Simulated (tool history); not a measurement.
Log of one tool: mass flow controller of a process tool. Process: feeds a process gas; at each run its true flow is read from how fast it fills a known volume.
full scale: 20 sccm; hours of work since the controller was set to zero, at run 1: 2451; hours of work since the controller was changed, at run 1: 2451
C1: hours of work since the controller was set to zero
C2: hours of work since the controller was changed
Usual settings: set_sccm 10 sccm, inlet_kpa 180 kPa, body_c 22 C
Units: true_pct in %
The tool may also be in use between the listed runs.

{"run": 1, "hour": 0.0, "set_sccm": 10, "inlet_kpa": 180, "body_c": 22, "C1": 2451, "C2": 2451, "true_pct": 98.32}
{"run": 2, "hour": 233.1, "set_sccm": 10, "inlet_kpa": 180, "body_c": 27, "C1": 2545, "C2": 2545, "true_pct": 97.89}
{"run": 3, "hour": 440.4, "set_sccm": 10, "inlet_kpa": 180, "body_c": 27, "C1": 2630, "C2": 2630, "true_pct": 97.85}
{"run": 4, "hour": 628.6, "set_sccm": 10, "inlet_kpa": 180, "body_c": 27, "C1": 2706, "C2": 2706, "true_pct": 97.69}
{"run": 5, "hour": 870.5, "set_sccm": 10, "inlet_kpa": 180, "body_c": 27, "C1": 2804, "C2": 2804, "true_pct": 97.6}
{"run": 6, "hour": 994.1, "set_sccm": 10, "inlet_kpa": 180, "body_c": 27, "C1": 2854, "C2": 2854, "true_pct": 97.67}
{"run": 7, "hour": 1165.7, "set_sccm": 10, "inlet_kpa": 180, "body_c": 27, "C1": 2924, "C2": 2924, "true_pct": 97.51}
{"run": 8, "hour": 1314.1, "set_sccm": 10, "inlet_kpa": 180, "body_c": 27, "C1": 2984, "C2": 2984, "true_pct": 97.45}
{"run": 9, "hour": 1515.4, "set_sccm": 10, "inlet_kpa": 180, "body_c": 27, "C1": 3066, "C2": 3066, "true_pct": 97.41}
{"run": 10, "hour": 1642.5, "set_sccm": 10, "inlet_kpa": 148, "body_c": 22, "C1": 3118, "C2": 3118, "true_pct": 97.9}
{"run": 11, "hour": 1767.0, "set_sccm": 10, "inlet_kpa": 180, "body_c": 22, "C1": 3168, "C2": 3168, "true_pct": 97.63}
{"run": 12, "hour": 1978.8, "set_sccm": 10, "inlet_kpa": 180, "body_c": 22, "C1": 3254, "C2": 3254, "true_pct": 97.58}
{"run": 13, "hour": 2229.9, "set_sccm": 10, "inlet_kpa": 180, "body_c": 22, "C1": 3356, "C2": 3356, "true_pct": 97.52}
{"run": 14, "hour": 2388.4, "set_sccm": 10, "inlet_kpa": 180, "body_c": 22, "C1": 3420, "C2": 3420, "true_pct": 97.34}
{"run": 15, "hour": 2570.7, "set_sccm": 10, "inlet_kpa": 180, "body_c": 22, "C1": 3494, "C2": 3494, "true_pct": 97.46}
{"run": 16, "hour": 2798.5, "set_sccm": 10, "inlet_kpa": 178, "body_c": 22, "C1": 3587, "C2": 3587, "true_pct": 97.31}
{"run": 17, "hour": 2984.9, "set_sccm": 10, "inlet_kpa": 180, "body_c": 34, "C1": 3663, "C2": 3663, "true_pct": 96.46}
{"run": 18, "hour": 3109.8, "set_sccm": 10, "inlet_kpa": 180, "body_c": 34, "C1": 3713, "C2": 3713, "true_pct": 96.32}
{"run": 19, "hour": 3321.0, "set_sccm": 10, "inlet_kpa": 180, "body_c": 34, "C1": 3799, "C2": 3799, "true_pct": 96.24}
{"run": 20, "hour": 3474.2, "set_sccm": 10, "inlet_kpa": 180, "body_c": 22, "C1": 3861, "C2": 3861, "true_pct": 97.03}
{"run": 21, "hour": 3656.3, "set_sccm": 4, "inlet_kpa": 218, "body_c": 22, "C1": 3935, "C2": 3935, "true_pct": 94.75}
{"run": 22, "hour": 3761.4, "set_sccm": 4, "inlet_kpa": 218, "body_c": 22, "C1": 3978, "C2": 3978, "true_pct": 94.64}
{"run": 23, "hour": 3882.2, "set_sccm": 4, "inlet_kpa": 218, "body_c": 22, "C1": 4027, "C2": 4027, "true_pct": 94.66}
{"run": 24, "hour": 4100.2, "set_sccm": 3, "inlet_kpa": 156, "body_c": 30, "C1": 4115, "C2": 4115, "true_pct": 92.85}

Forecast run 25:
{"run": 25, "hour": 4348.3, "set_sccm": 10, "inlet_kpa": 180, "body_c": 24, "C1": 4216, "C2": 4216, "true_pct": "?"}

Run 25 gave true_pct 96.59 %.
Without the tool's hidden state the same run would have given true_pct 99.89 %.

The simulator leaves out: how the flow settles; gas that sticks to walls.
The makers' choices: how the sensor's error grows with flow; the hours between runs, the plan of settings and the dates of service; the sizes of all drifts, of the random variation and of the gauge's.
